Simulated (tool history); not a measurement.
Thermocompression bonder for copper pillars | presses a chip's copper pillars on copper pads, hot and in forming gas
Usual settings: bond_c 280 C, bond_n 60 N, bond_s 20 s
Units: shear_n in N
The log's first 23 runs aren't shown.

| run | day | bond_c | bond_n | bond_s | hours of work since the heater was calibrated | hours of work since the force cell was calibrated | hours of work since the gas filter was changed | shear_n |
|---|---|---|---|---|---|---|---|---|
| 24 | 17.933 | 286 | 48 | 36 | 56 | 1213 | 155 | 73.2 |
| 25 | 18.483 | 286 | 48 | 36 | 65 | 1222 | 164 | 73.1 |
| 26 | 18.988 | 280 | 58 | 18 | 73 | 1230 | 172 | 64.5 |
|  | 19.367 | forming gas filter changed |
|  | 19.792 | heater calibrated with a thermocouple chip, once more |
| 27 | 20.175 | 280 | 89 | 11 | 6 | 1247 | 12 | 76.1 |
| 28 | 21.108 | 272 | 41 | 29 | 21 | 1262 | 27 | 48.6 |
| 29 | 21.929 | 271 | 42 | 54 | 34 | 1276 | 40 | 61.7 |
| 30 | 22.842 | 280 | 47 | 53 | 49 | 1290 | 54 | 72.9 |
| 31 | 23.892 | 280 | 47 | 53 | 66 | 1307 | 71 | 74.2 |
| 32 | 24.883 | 290 | 60 | 12 | 82 | 1323 | 87 | 61.5 |
| 33 | 25.704 | 283 | 60 | 52 | 95 | 1336 | 100 | 87.5 |
| 34 | 26.379 | 283 | 60 | 52 | 106 | 1347 | 111 | 88.0 |
| 35 | 27.171 | 276 | 79 | 52 | 118 | 1360 | 124 | 98.2 |
| 36 | 28.296 | 284 | 57 | 53 | 136 | 1378 | 142 | 86.3 |
| 37 | 28.942 | 284 | 57 | 53 | 147 | 1388 | 152 | 85.1 |
|  | 29.825 | force cell calibrated |
| 38 | 30.171 | 292 | 68 | 14 | 165 | 6 | 171 | 77.4 |
|  | 30.567 | forming gas filter changed |
| 39 | 31.179 | 270 | 60 | 20 | 181 | 21 | 10 | 64.8 |
| 40 | 31.854 | 263 | 60 | 28 | 192 | 32 | 21 | 66.8 |

Forecast each of these 3 alternatives for the next run:
| A | 32.404 | 263 | 55 | 28 | 201 | 41 | 29 | ? |
| B | 32.404 | 262 | 60 | 16 | 201 | 41 | 29 | ? |
| C | 32.404 | 280 | 75 | 12 | 201 | 41 | 29 | ? |

| run | shear_n |
|---|---|
| A | 61.5 |
| B | 53.8 |
| C | 72.9 |
Without the tool's hidden state the same runs would have given:
| run | shear_n |
|---|---|
| A | 61.4 |
| B | 53.7 |
| C | 72.9 |
